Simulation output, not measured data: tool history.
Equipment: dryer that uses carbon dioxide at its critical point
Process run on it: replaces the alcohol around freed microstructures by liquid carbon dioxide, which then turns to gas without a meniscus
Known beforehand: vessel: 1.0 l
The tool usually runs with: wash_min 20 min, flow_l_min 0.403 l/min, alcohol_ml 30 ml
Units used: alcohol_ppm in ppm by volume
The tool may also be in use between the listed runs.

{"run": 1, "hour": 0.0, "wash_min": 20, "flow_l_min": 0.403, "alcohol_ml": 30, "alcohol_ppm": 73}
{"run": 2, "hour": 6.8, "wash_min": 20, "flow_l_min": 0.403, "alcohol_ml": 30, "alcohol_ppm": 82}
{"run": 3, "hour": 14.8, "wash_min": 20, "flow_l_min": 0.403, "alcohol_ml": 30, "alcohol_ppm": 70}
{"run": 4, "hour": 20.2, "wash_min": 20, "flow_l_min": 0.403, "alcohol_ml": 30, "alcohol_ppm": 80}
{"run": 5, "hour": 25.7, "wash_min": 20, "flow_l_min": 0.403, "alcohol_ml": 30, "alcohol_ppm": 88}
{"run": 6, "hour": 32.4, "wash_min": 20, "flow_l_min": 0.403, "alcohol_ml": 30, "alcohol_ppm": 75}
{"run": 7, "hour": 36.3, "wash_min": 20, "flow_l_min": 0.403, "alcohol_ml": 30, "alcohol_ppm": 72}
{"run": 8, "hour": 43.9, "wash_min": 20, "flow_l_min": 0.403, "alcohol_ml": 30, "alcohol_ppm": 83}
{"run": 9, "hour": 53.1, "wash_min": 20, "flow_l_min": 0.403, "alcohol_ml": 30, "alcohol_ppm": 83}
{"run": 10, "hour": 60.5, "wash_min": 19, "flow_l_min": 0.403, "alcohol_ml": 30, "alcohol_ppm": 109}
{"run": 11, "hour": 67.7, "wash_min": 14, "flow_l_min": 0.403, "alcohol_ml": 30, "alcohol_ppm": 282}
{"run": 12, "hour": 75.5, "wash_min": 14, "flow_l_min": 0.403, "alcohol_ml": 30, "alcohol_ppm": 284}
{"run": 13, "hour": 81.4, "wash_min": 20, "flow_l_min": 0.403, "alcohol_ml": 30, "alcohol_ppm": 90}
{"run": 14, "hour": 90.2, "wash_min": 20, "flow_l_min": 0.403, "alcohol_ml": 30, "alcohol_ppm": 91}
{"run": 15, "hour": 98.6, "wash_min": 28, "flow_l_min": 0.403, "alcohol_ml": 30, "alcohol_ppm": 59}
{"run": 16, "hour": 107.3, "wash_min": 20, "flow_l_min": 0.403, "alcohol_ml": 30, "alcohol_ppm": 90}
{"run": 17, "hour": 113.5, "wash_min": 20, "flow_l_min": 0.403, "alcohol_ml": 30, "alcohol_ppm": 90}
{"run": 18, "hour": 119.6, "wash_min": 20, "flow_l_min": 0.403, "alcohol_ml": 30, "alcohol_ppm": 90}
{"run": 19, "hour": 128.6, "wash_min": 19, "flow_l_min": 0.403, "alcohol_ml": 30, "alcohol_ppm": 105}
{"run": 20, "hour": 136.5, "wash_min": 16, "flow_l_min": 0.421, "alcohol_ml": 111, "alcohol_ppm": 402}
{"run": 21, "hour": 143.5, "wash_min": 16, "flow_l_min": 0.421, "alcohol_ml": 111, "alcohol_ppm": 399}
{"run": 22, "hour": 149.1, "wash_min": 30, "flow_l_min": 0.351, "alcohol_ml": 41, "alcohol_ppm": 68}
{"run": 23, "hour": 155.9, "wash_min": 30, "flow_l_min": 0.351, "alcohol_ml": 41, "alcohol_ppm": 80}
{"run": 24, "hour": 163.7, "wash_min": 30, "flow_l_min": 0.403, "alcohol_ml": 30, "alcohol_ppm": 74}
{"run": 25, "hour": 171.4, "wash_min": 17, "flow_l_min": 0.246, "alcohol_ml": 23, "alcohol_ppm": 749}
{"run": 26, "hour": 178.1, "wash_min": 20, "flow_l_min": 0.341, "alcohol_ml": 27, "alcohol_ppm": 154}
{"run": 27, "hour": 182.1, "wash_min": 20, "flow_l_min": 0.341, "alcohol_ml": 27, "alcohol_ppm": 162}
{"run": 28, "hour": 188.7, "wash_min": 19, "flow_l_min": 0.434, "alcohol_ml": 75, "alcohol_ppm": 133}
{"run": 29, "hour": 192.7, "wash_min": 25, "flow_l_min": 0.265, "alcohol_ml": 43, "alcohol_ppm": 219}
{"run": 30, "hour": 199.2, "wash_min": 25, "flow_l_min": 0.265, "alcohol_ml": 57, "alcohol_ppm": 278}
{"run": 31, "hour": 206.9, "wash_min": 15, "flow_l_min": 0.326, "alcohol_ml": 67, "alcohol_ppm": 1151}
{"run": 32, "hour": 211.8, "wash_min": 14, "flow_l_min": 0.403, "alcohol_ml": 30, "alcohol_ppm": 320}
{"run": 33, "hour": 217.5, "wash_min": 14, "flow_l_min": 0.403, "alcohol_ml": 30, "alcohol_ppm": 318}
{"run": 34, "hour": 225.7, "wash_min": 30, "flow_l_min": 0.293, "alcohol_ml": 20, "alcohol_ppm": 80}
{"run": 35, "hour": 234.3, "wash_min": 24, "flow_l_min": 0.586, "alcohol_ml": 105, "alcohol_ppm": 76}
{"run": 36, "hour": 241.8, "wash_min": 20, "flow_l_min": 0.244, "alcohol_ml": 62, "alcohol_ppm": 1095}
{"run": 37, "hour": 247.1, "wash_min": 18, "flow_l_min": 0.538, "alcohol_ml": 67, "alcohol_ppm": 96}
{"run": 38, "hour": 253.2, "wash_min": 24, "flow_l_min": 0.538, "alcohol_ml": 119, "alcohol_ppm": 81}

Hidden state or all else? Some run-to-run changes of alcohol_ppm, split into what the settings, what came in and random variation would give without the hidden state, and what is left for the hidden state (with any gauge scatter that isn't in both results):
Hidden state present: flow that reaches the vessel past the clogged filter, %; alcohol in the recycled carbon dioxide, ppm; drift of the gauge itself on alcohol_ppm, %.
Run 30 -> 31: wash_min 25 -> 15, flow_l_min 0.265 -> 0.326, alcohol_ml 57 -> 67. alcohol_ppm +873 ppm by volume: hidden state +297, all else +576.
Run 35 -> 36: wash_min 24 -> 20, flow_l_min 0.586 -> 0.244, alcohol_ml 105 -> 62. alcohol_ppm +1019 ppm by volume: hidden state +375, all else +644.
Run 36 -> 37: wash_min 20 -> 18, flow_l_min 0.244 -> 0.538, alcohol_ml 62 -> 67. alcohol_ppm -999 ppm by volume: hidden state -364, all else -635.
